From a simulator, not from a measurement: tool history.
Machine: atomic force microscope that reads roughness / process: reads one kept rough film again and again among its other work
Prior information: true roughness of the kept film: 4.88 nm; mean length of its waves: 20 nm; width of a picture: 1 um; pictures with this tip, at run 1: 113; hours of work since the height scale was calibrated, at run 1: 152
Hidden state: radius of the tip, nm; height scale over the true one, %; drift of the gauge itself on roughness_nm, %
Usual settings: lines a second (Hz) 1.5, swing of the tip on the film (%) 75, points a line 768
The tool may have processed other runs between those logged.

| run | hour | lines a second (Hz) | swing of the tip on the film (%) | points a line | pictures with this tip | hours of work since the height scale was calibrated | roughness of the kept film (nm (root mean square)) |
|---|---|---|---|---|---|---|---|
| 1 | 0 | 1.5 | 75 | 768 | 113 | 152 | 2.973 |
| 2 | 23.1 | 1.5 | 75 | 384 | 163 | 170 | 2.765 |
| 3 | 62.1 | 1.5 | 75 | 384 | 248 | 201 | 2.481 |
|  | 68.1 | new tip fitted |
| 4 | 79.5 | 1.5 | 75 | 384 | 24 | 214 | 3.309 |
| 5 | 112.8 | 1.5 | 73 | 768 | 96 | 240 | 3.059 |
| 6 | 138.5 | 1.5 | 73 | 768 | 152 | 260 | 2.864 |
| 7 | 172.3 | 1.5 | 73 | 768 | 225 | 287 | 2.618 |

For run 8, what comes out?
|  | 189.7 | new tip fitted |
| 8 | 192.1 | 1.5 | 73 | 768 | 6 | 302 | ? |

Run 8 produced roughness of the kept film (nm (root mean square)) 3.491.
If the tool had no hidden condition, the same run with the same run-to-run variation would have returned roughness of the kept film (nm (root mean square)) 3.534.
